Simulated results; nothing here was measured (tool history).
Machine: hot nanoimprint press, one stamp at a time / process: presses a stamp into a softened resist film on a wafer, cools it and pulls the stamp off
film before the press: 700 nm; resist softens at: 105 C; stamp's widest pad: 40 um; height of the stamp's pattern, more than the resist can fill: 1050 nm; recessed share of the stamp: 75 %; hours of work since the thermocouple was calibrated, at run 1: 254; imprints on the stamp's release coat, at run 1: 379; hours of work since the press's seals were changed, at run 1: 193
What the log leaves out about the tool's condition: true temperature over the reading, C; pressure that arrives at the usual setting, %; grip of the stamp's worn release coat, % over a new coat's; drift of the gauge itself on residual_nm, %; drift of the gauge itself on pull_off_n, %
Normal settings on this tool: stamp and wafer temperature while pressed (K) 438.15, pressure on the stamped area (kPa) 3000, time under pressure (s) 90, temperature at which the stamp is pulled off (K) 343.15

| run | day | stamp and wafer temperature while pressed (K) | pressure on the stamped area (kPa) | time under pressure (s) | temperature at which the stamp is pulled off (K) | hours of work since the thermocouple was calibrated | imprints on the stamp's release coat | hours of work since the press's seals were changed | resist left under the stamp's widest pad (Å) | greatest force while the stamp is pulled off (N) |
|---|---|---|---|---|---|---|---|---|---|---|
| 1 | 0.000 | 438.15 | 3000 | 90 | 343.15 | 254 | 379 | 193 | 3638 | 232 |
| 2 | 1.800 | 438.15 | 3000 | 62 | 343.15 | 287 | 517 | 226 | 4089 | 228 |
| 3 | 3.504 | 438.15 | 3000 | 62 | 343.15 | 319 | 647 | 258 | 4090 | 223 |
| 4 | 5.725 | 438.15 | 3000 | 62 | 343.15 | 360 | 817 | 299 | 4129 | 226 |
| 5 | 7.646 | 438.15 | 3000 | 62 | 343.15 | 396 | 964 | 335 | 4142 | 223 |
|  | 8.692 | stamp cleaned and given a new release coat |
| 6 | 9.942 | 438.15 | 3000 | 62 | 343.15 | 434 | 95 | 373 | 4147 | 227 |
| 7 | 11.733 | 438.15 | 3000 | 62 | 343.15 | 468 | 232 | 407 | 4141 | 226 |
|  | 12.008 | plate thermocouple calibrated |
| 8 | 13.350 | 438.15 | 3000 | 62 | 343.15 | 25 | 346 | 435 | 4143 | 228 |
| 9 | 14.650 | 438.15 | 3000 | 62 | 343.15 | 49 | 446 | 459 | 4154 | 227 |
| 10 | 16.675 | 438.15 | 3000 | 62 | 343.15 | 87 | 600 | 496 | 4148 | 218 |
| 11 | 18.671 | 435.15 | 2990 | 90 | 343.15 | 124 | 753 | 534 | 4317 | 234 |
| 12 | 19.962 | 435.15 | 2990 | 90 | 343.15 | 148 | 852 | 558 | 4334 | 231 |
| 13 | 21.442 | 432.15 | 2990 | 90 | 349.15 | 176 | 965 | 585 | 4911 | 211 |
|  | 22.471 | stamp cleaned and given a new release coat |
| 14 | 23.875 | 437.15 | 2280 | 74 | 342.15 | 217 | 107 | 626 | 4559 | 226 |
| 15 | 25.817 | 431.15 | 3000 | 111 | 343.15 | 253 | 256 | 662 | 4874 | 225 |
|  | 26.579 | press's hydraulic seals changed and the load cell set to zero |
| 16 | 28.029 | 436.15 | 3000 | 48 | 343.15 | 288 | 399 | 27 | 4920 | 233 |

Consider 3 possible next runs. They are alternatives, not a sequence: every one starts from the tool as it was left by run 16. What does each give?
| A | 29.262 | 436.15 | 3000 | 105 | 343.15 | 311 | 494 | 50 | ? | ? |
| B | 29.262 | 450.15 | 3000 | 90 | 343.15 | 311 | 494 | 50 | ? | ? |
| C | 29.262 | 433.15 | 3700 | 90 | 345.15 | 311 | 494 | 50 | ? | ? |

| run | resist left under the stamp's widest pad (Å) | greatest force while the stamp is pulled off (N) |
|---|---|---|
| A | 3876 | 227 |
| B | 1895 | 223 |
| C | 4489 | 224 |
With no hidden state in the tool, these same runs would have given:
| run | resist left under the stamp's widest pad (Å) | greatest force while the stamp is pulled off (N) |
|---|---|---|
| A | 3771 | 226 |
| B | 1844 | 222 |
| C | 4367 | 224 |

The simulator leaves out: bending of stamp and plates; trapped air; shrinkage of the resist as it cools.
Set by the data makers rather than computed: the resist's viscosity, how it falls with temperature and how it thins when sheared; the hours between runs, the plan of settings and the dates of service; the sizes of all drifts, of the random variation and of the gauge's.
